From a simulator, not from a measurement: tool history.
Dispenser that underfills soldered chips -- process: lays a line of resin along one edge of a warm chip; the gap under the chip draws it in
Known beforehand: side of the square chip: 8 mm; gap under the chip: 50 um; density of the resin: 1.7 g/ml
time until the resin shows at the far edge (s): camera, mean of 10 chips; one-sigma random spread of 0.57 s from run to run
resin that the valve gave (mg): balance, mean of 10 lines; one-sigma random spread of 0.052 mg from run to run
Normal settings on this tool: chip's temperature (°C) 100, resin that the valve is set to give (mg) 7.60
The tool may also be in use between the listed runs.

| run | hour | chip's temperature (°C) | resin that the valve is set to give (mg) | time until the resin shows at the far edge (s) | resin that the valve gave (mg) |
|---|---|---|---|---|---|
| 1 | 0.0 | 100 | 7.60 | 69.7 | 7.30 |
|  | 3.2 | new syringe of resin |
| 2 | 5.5 | 100 | 9.14 | 49.8 | 8.80 |
| 3 | 10.3 | 100 | 9.14 | 57.5 | 8.74 |
| 4 | 15.9 | 100 | 6.75 | 77.0 | 6.45 |
|  | 16.6 | new syringe of resin |
| 5 | 19.2 | 100 | 6.75 | 53.0 | 6.38 |
| 6 | 25.0 | 100 | 6.75 | 66.6 | 6.49 |
|  | 29.9 | new syringe of resin |
| 7 | 29.9 | 100 | 8.30 | 46.9 | 7.85 |
| 8 | 35.8 | 97 | 7.60 | 65.7 | 7.15 |
|  | 39.4 | dispensing valve cleaned and set on the balance |
| 9 | 41.2 | 100 | 7.55 | 68.0 | 7.63 |
|  | 44.2 | new syringe of resin |
| 10 | 44.9 | 100 | 8.09 | 48.1 | 8.06 |
| 11 | 50.5 | 91 | 7.96 | 83.4 | 7.84 |
|  | 57.5 | new syringe of resin |
| 12 | 57.8 | 96 | 6.67 | 59.5 | 6.57 |
| 13 | 61.4 | 90 | 9.72 | 77.2 | 9.66 |
| 14 | 68.4 | 90 | 9.72 | 96.3 | 9.55 |
|  | 70.9 | new syringe of resin |
| 15 | 75.2 | 90 | 9.72 | 79.3 | 9.54 |
| 16 | 81.0 | 90 | 6.75 | 102.1 | 6.62 |

Estimate the outcome of run 17 from the log above:
|  | 84.4 | new syringe of resin |
| 17 | 85.8 | 112 | 8.16 | ? | ? |

{"run 17": {"time until the resin shows at the far edge (s)": 32.1, "resin that the valve gave (mg)": 7.99}}
Minus the tool's unlogged condition, the same run would have read time until the resin shows at the far edge (s) 31.1, resin that the valve gave (mg) 8.18.

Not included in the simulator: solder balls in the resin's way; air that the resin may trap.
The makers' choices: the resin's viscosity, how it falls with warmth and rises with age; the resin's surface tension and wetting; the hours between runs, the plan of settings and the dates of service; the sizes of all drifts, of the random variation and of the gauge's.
